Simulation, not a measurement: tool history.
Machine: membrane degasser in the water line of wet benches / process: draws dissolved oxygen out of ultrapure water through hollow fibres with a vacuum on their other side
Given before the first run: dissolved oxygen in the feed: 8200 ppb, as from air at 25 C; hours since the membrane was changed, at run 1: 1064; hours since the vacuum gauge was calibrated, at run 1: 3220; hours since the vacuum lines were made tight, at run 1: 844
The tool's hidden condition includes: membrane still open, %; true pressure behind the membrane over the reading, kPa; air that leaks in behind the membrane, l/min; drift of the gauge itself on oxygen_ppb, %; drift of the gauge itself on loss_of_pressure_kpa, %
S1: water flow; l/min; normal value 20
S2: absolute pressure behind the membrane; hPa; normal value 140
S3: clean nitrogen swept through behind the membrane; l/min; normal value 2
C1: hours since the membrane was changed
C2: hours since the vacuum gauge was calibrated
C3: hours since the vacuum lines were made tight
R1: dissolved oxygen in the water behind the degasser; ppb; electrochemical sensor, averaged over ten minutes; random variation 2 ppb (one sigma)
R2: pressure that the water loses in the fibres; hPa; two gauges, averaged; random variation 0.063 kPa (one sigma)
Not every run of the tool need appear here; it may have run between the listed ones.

run,day,S1,S2,S3,C1,C2,C3,R1,R2
1,0,20,140,2,1064,3220,844,459.7,284.3
2,1.421,19,140,2,1098,3254,879,424.3,271.4
3,3.35,19,140,2,1144,3300,925,424.3,269.7
4,5.175,20,140,2,1188,3344,969,456.4,285.4
5,7.512,20,140,2,1244,3400,1025,461.6,284.5
6,9.229,32,140,2,1285,3441,1066,879.4,456.4
7,11.204,32,140,2,1333,3489,1113,881.8,457.1
8,13.458,32,140,2,1387,3543,1167,880.5,457.4
9,14.692,32,140,2,1417,3572,1197,884.8,458
10,16.167,32,140,2,1452,3608,1232,876.2,456.7
11,17.317,20,277,2,1479,3635,1260,743.7,285.1
12,18.625,20,140,2,1511,3667,1291,459.1,285.7
13,19.683,20,140,2,1536,3692,1317,458.4,285.3
14,21.925,20,140,3.59,1590,3746,1371,357.6,286.1
15,24.092,20,221,3.59,1642,3798,1423,456.6,285.5
16,26.212,20,140,2,1693,3849,1474,464.7,285.9
# day 26.375: vacuum gauge calibrated
17,28.296,29,125,1.35,1742,46,1523,854.3,414.6
18,29.638,13,150,2.7,1775,78,1555,210.3,186.6
19,30.958,21,115,1.85,1806,110,1587,452.6,300.5
20,33.104,16,140,2,1858,162,1638,331.4,229.1
21,35.488,22,140,2,1915,219,1696,532.3,315.5
22,36.521,21,140,4.32,1940,244,1720,363,300.3
23,37.967,17,136,2.07,1975,278,1755,347.9,242.9

Run 24, settings as shown, results not yet in. Your forecast:
24,39.462,24,191,1.14,2011,314,1791,?,?

{"run 24": {"R1": 978.5, "R2": 344.3}}
Were there no unlogged condition in the tool, this run, its random variation unchanged, would have produced R1 956.2 ppb, R2 341 hPa.
